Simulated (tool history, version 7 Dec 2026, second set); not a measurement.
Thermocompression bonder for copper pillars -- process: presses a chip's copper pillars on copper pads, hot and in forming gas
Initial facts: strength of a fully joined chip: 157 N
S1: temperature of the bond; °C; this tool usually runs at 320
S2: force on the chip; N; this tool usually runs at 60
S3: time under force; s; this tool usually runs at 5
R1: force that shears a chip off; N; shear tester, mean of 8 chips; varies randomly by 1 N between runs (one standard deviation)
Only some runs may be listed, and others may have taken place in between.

run	hour	S1	S2	S3	R1
1	0.0	320	60	5	85.1
2	20.2	320	60	5	82.4
3	48.9	320	60	13	109.2
4	82.4	320	60	5	83.3
5	120.0	320	60	5	84.2
6	156.3	320	60	5	83.1
7	180.3	320	60	5	82.7
8	217.7	320	60	5	82.5
9	256.0	320	60	5	83.5
10	285.5	320	60	5	81.8
11	305.8	320	60	5	81.6
12	330.1	320	60	5	79.3
13	354.2	320	60	5	80.7
# hour 360.9: forming gas filter changed
14	379.6	320	60	5	90.7
15	405.7	320	60	5	91.9
16	429.0	320	72	5	102.9
17	467.3	320	72	5	105.2
18	502.6	320	72	5	99.5
19	540.8	320	72	5	104.6
20	567.8	320	72	15	128.0
21	588.1	320	72	15	130.0
22	617.0	346	38	5	77.2
23	632.6	295	61	9	88.7
24	664.9	320	60	4	83.0
25	689.2	307	40	5	56.1

Run 26 comes next. What will it give?
26	712.6	347	72	6	?

{"run 26": {"R1": 123.2}}
The same run, on a tool lacking any hidden state, would have yielded R1 128.2 N.
